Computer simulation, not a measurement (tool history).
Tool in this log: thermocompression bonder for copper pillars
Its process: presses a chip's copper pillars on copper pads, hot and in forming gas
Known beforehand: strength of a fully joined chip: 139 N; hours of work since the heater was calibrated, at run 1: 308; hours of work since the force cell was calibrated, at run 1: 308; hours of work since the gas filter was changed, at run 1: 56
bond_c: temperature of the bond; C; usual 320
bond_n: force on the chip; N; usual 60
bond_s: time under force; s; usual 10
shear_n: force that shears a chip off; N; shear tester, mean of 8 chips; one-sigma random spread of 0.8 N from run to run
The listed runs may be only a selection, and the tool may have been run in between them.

run     day  bond_c  bond_n  bond_s  hours of work since the heater was calibrated  hours of work since the force cell was calibrated  hours of work since the gas filter was changed  shear_n
  1       0     320      60      10                                            308                                                308                                              56     65.8
  2   2.175     320      60      10                                            339                                                339                                              88     65.7
  3   5.154     320      60      10                                            382                                                382                                             131     64.3
  4   7.279     320      60      10                                            413                                                413                                             162     66.4
  5   9.483     320      60      10                                            445                                                445                                             193     66.7
  6    11.6     320      60      27                                            475                                                475                                             224     87.5
  7  15.204     320      60      27                                            527                                                527                                             276     87.1
       16.9  -- forming gas filter changed
  8  17.817     320      63      27                                            565                                                565                                              13     93.3
  9  20.858     320      60      10                                            609                                                609                                              57     67.5
 10    22.7     337      60      10                                            635                                                635                                              84     80.4
 11  25.904     332      60      10                                            682                                                682                                             130     75.8
 12  28.825     295      64       7                                            724                                                724                                             172     46.8
 13  30.833     295      64       7                                            753                                                753                                             201     45.2
     32.071  -- heater calibrated with a thermocouple chip
 14   33.45     316      68      14                                             20                                                790                                             238     70.5
 15  35.462     312      60      10                                             49                                                819                                             267     56.6
     37.967  -- forming gas filter changed
 16  38.483     312      60      22                                             92                                                862                                               7     78.3
 17  41.612     291      36      14                                            138                                                907                                              53     41.4

Selected run-to-run steps in shear_n, each split into two signed amounts: the part the tool would show with no hidden state at all (from settings, incoming material and random variation), and the remainder, which goes to the hidden state together with any gauge scatter not common to the measured and the hidden-state-free results:
The hidden state here: true temperature of the bond over the reading, C; force that reaches the chip, % of what is set; oxide that the forming gas leaves, % of the face; drift of the gauge itself on shear_n, %.
Run 13 -> 14: bond_c 295 -> 316, bond_n 64 -> 68, bond_s 7 -> 14, heater calibrated with a thermocouple chip. shear_n +25.3 N: hidden state -6.6, all else +31.9.
Run 16 -> 17: bond_c 312 -> 291, bond_n 60 -> 36, bond_s 22 -> 14. shear_n -36.9 N: hidden state -0.9, all else -36.

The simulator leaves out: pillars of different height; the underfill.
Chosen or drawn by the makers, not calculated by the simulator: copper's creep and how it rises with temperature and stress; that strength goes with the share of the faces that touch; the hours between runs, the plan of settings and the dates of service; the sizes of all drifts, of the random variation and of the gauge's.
